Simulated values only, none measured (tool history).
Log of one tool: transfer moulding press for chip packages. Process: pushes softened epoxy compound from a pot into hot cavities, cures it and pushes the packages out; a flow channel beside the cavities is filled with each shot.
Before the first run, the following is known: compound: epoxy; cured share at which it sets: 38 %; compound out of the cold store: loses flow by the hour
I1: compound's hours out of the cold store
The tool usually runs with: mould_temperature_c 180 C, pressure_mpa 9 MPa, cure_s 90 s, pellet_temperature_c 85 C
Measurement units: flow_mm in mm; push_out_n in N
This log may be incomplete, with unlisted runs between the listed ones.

Run 1, hour 0: usual settings; I1 9.4. Result: flow_mm 657 mm, push_out_n 361 N.
Run 2, hour 24.3: usual settings; I1 40.7. Result: flow_mm 570 mm, push_out_n 400 N.
At hour 32.9: cavities cleaned with cleaning compound and waxed.
Run 3, hour 64.5: usual settings; I1 45.4. Result: flow_mm 559 mm, push_out_n 533 N.
At hour 68.1: cavities cleaned with cleaning compound and waxed.
At hour 103.5: cavities cleaned with cleaning compound and waxed.
Run 4, hour 114.2: usual settings; I1 20.8. Result: flow_mm 613 mm, push_out_n 365 N.
Run 5, hour 135.6: usual settings; I1 21.8. Result: flow_mm 611 mm, push_out_n 429 N.
At hour 140.4: cavities cleaned with cleaning compound and waxed.
At hour 174.5: cavities cleaned with cleaning compound and waxed.
Run 6, hour 177.8: usual settings but mould_temperature_c 176 C; I1 36.2. Result: flow_mm 573 mm, push_out_n 392 N.
At hour 192.6: cavities cleaned with cleaning compound and waxed, once more.
Run 7, hour 200: usual settings but mould_temperature_c 176 C; I1 24.9. Result: flow_mm 592 mm, push_out_n 410 N.
At hour 227.5: cavities cleaned with cleaning compound and waxed.
Run 8, hour 243.8: usual settings but mould_temperature_c 176 C; I1 45.5. Result: flow_mm 550 mm, push_out_n 444 N.
At hour 263: cavities cleaned with cleaning compound and waxed.
Run 9, hour 276.6: usual settings but mould_temperature_c 176 C; I1 19.6. Result: flow_mm 594 mm, push_out_n 459 N.
At hour 297.1: cavities cleaned with cleaning compound and waxed.
Run 10, hour 301.3: usual settings; I1 18. Result: flow_mm 586 mm, push_out_n 333 N.
At hour 333.1: cavities cleaned with cleaning compound and waxed.
Run 11, hour 334.9: usual settings but mould_temperature_c 172 C; I1 16.4. Result: flow_mm 605 mm, push_out_n 532 N.
At hour 350.6: plunger's sealing rings changed.
At hour 369.4: cavities cleaned with cleaning compound and waxed.
Run 12, hour 380.4: usual settings but pressure_mpa 9.46 MPa; I1 22.6. Result: flow_mm 650 mm, push_out_n 365 N.
Run 13, hour 400.9: usual settings but mould_temperature_c 187 C; I1 18.1. Result: flow_mm 632 mm, push_out_n 384 N.
At hour 405.4: cavities cleaned with cleaning compound and waxed.
Run 14, hour 427.9: usual settings but mould_temperature_c 187 C; I1 45.3. Result: flow_mm 568 mm, push_out_n 352 N.
At hour 442.6: cavities cleaned with cleaning compound and waxed.
Run 15, hour 461.5: usual settings but pressure_mpa 8.46 MPa, pellet_temperature_c 77 C; I1 22.5. Result: flow_mm 614 mm, push_out_n 386 N.
At hour 478.6: cavities cleaned with cleaning compound and waxed.
At hour 496.3: mould's thermocouples calibrated.
At hour 514.3: cavities cleaned with cleaning compound and waxed.
Run 16, hour 514.3: usual settings but mould_temperature_c 177 C, pressure_mpa 7.55 MPa, pellet_temperature_c 77 C; I1 10.3. Result: flow_mm 604 mm, push_out_n 386 N.
At hour 550.7: cavities cleaned with cleaning compound and waxed.
Run 17, hour 555.2: usual settings but mould_temperature_c 177 C, pressure_mpa 7.55 MPa, pellet_temperature_c 77 C; I1 41. Result: flow_mm 530 mm, push_out_n 384 N.
At hour 585.2: cavities cleaned with cleaning compound and waxed.
Run 18, hour 585.2: usual settings but mould_temperature_c 176 C, pressure_mpa 7.82 MPa, cure_s 76 s; I1 10.8. Result: flow_mm 607 mm, push_out_n 637 N.
At hour 619.8: cavities cleaned with cleaning compound and waxed.
Run 19, hour 634.4: usual settings but mould_temperature_c 183 C, pressure_mpa 7.82 MPa, cure_s 76 s; I1 26.7. Result: flow_mm 556 mm, push_out_n 455 N.
At hour 654.2: cavities cleaned with cleaning compound and waxed.
Run 20, hour 658.9: usual settings but mould_temperature_c 186 C, cure_s 72 s; I1 8.6. Result: flow_mm 622 mm, push_out_n 406 N.
Run 21, hour 683.8: usual settings but mould_temperature_c 186 C, cure_s 72 s; I1 43.4. Result: flow_mm 547 mm, push_out_n 467 N.
At hour 689.6: cavities cleaned with cleaning compound and waxed.
Run 22, hour 716.6: usual settings but mould_temperature_c 186 C, cure_s 72 s; I1 42.9. Result: flow_mm 552 mm, push_out_n 469 N.
At hour 724.3: cavities cleaned with cleaning compound and waxed.
At hour 758.1: cavities cleaned with cleaning compound and waxed.
Run 23, hour 761.9: usual settings but mould_temperature_c 186 C, cure_s 72 s; I1 30.1. Result: flow_mm 572 mm, push_out_n 381 N.
At hour 795.6: cavities cleaned with cleaning compound and waxed.
Run 24, hour 811: usual settings but mould_temperature_c 179 C, pressure_mpa 10.51 MPa, cure_s 72 s; I1 28.2. Result: flow_mm 616 mm, push_out_n 674 N.
At hour 829.4: cavities cleaned with cleaning compound and waxed.
Run 25, hour 847.3: usual settings but mould_temperature_c 173 C, pressure_mpa 10.78 MPa, pellet_temperature_c 95 C; I1 31.8. Result: flow_mm 626 mm, push_out_n 557 N.
At hour 864.1: cavities cleaned with cleaning compound and waxed.
Run 26, hour 874.1: usual settings but mould_temperature_c 181 C, pressure_mpa 10.78 MPa, pellet_temperature_c 95 C; I1 24. Result: flow_mm 620 mm, push_out_n 347 N.

Here are 3 independent what-if runs from the current tool condition. What would each one return?
At hour 889.9: plunger's sealing rings changed.
At hour 900.5: cavities cleaned with cleaning compound and waxed.
Run A, hour 921.9: usual settings but mould_temperature_c 181 C, pressure_mpa 10.78 MPa, pellet_temperature_c 78 C; I1 45. Result: flow_mm ?, push_out_n ?.
At hour 889.9: plunger's sealing rings changed.
At hour 900.5: cavities cleaned with cleaning compound and waxed.
Run B, hour 921.9: usual settings but mould_temperature_c 172 C, pressure_mpa 8.18 MPa; I1 29.4. Result: flow_mm ?, push_out_n ?.
At hour 889.9: plunger's sealing rings changed.
At hour 900.5: cavities cleaned with cleaning compound and waxed.
Run C, hour 921.9: usual settings but mould_temperature_c 181 C, pressure_mpa 9.32 MPa, pellet_temperature_c 95 C; I1 24.4. Result: flow_mm ?, push_out_n ?.

run  flow_mm  push_out_n
  A      634         373
  B      601         643
  C      652         387
Take away the tool's hidden state, keep each run's random variation, and the runs would have read:
run  flow_mm  push_out_n
  A      639         285
  B      606         495
  C      657         297
